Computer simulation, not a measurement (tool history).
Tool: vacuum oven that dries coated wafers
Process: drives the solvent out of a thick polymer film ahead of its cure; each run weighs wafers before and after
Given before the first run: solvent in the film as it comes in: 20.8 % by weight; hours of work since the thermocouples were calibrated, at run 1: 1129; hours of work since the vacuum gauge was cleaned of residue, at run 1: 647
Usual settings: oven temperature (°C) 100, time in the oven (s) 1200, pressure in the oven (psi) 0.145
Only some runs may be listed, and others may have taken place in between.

run,hour,oven temperature (°C),time in the oven (s),pressure in the oven (psi),hours of work since the thermocouples were calibrated,hours of work since the vacuum gauge was cleaned of residue,solvent left in the film (%)
1,0,100,1200,0.145,1129,647,3.85
2,31.5,93,1200,0.145,1151,669,5.98
3,56.6,100,1320,0.145,1169,686,3.39
4,72.3,100,1200,0.088,1180,697,3.78
5,88.3,100,1200,0.088,1191,708,3.77
6,112.5,100,1200,0.088,1208,725,3.81
7,139.6,108,1200,0.088,1227,744,1.92
8,155.5,108,1200,0.088,1238,755,1.89
9,177.8,108,1200,0.088,1253,771,1.88
10,198,100,1200,0.12,1267,785,3.85
11,220.5,100,660,0.184,1283,800,7.44
12,239.5,114,1200,0.4,1296,814,1.29
13,257.7,91,1200,0.4,1309,826,6.97
14,275.2,103,660,0.535,1321,838,6.87
15,290,103,780,0.535,1331,849,5.83
16,305.2,97,1200,0.084,1342,859,4.59
17,324.4,97,1200,0.084,1355,873,4.6
18,340.5,97,1200,0.084,1367,884,4.59
19,360.5,108,1260,0.203,1380,898,1.8
20,373.5,90,1260,0.132,1390,907,6.6

Branching from run 20: 3 alternative next runs. What would each branch give?
A,398.8,90,2040,0.251,1407,925,?
B,398.8,100,1200,0.321,1407,925,?
C,398.8,107,1260,0.132,1407,925,?

run,solvent left in the film (%)
A,3.94
B,4.08
C,1.9
The same runs, with their run-to-run variation unchanged, on a tool lacking any hidden condition would have given:
run,solvent left in the film (%)
A,4.16
B,4.31
C,2.05
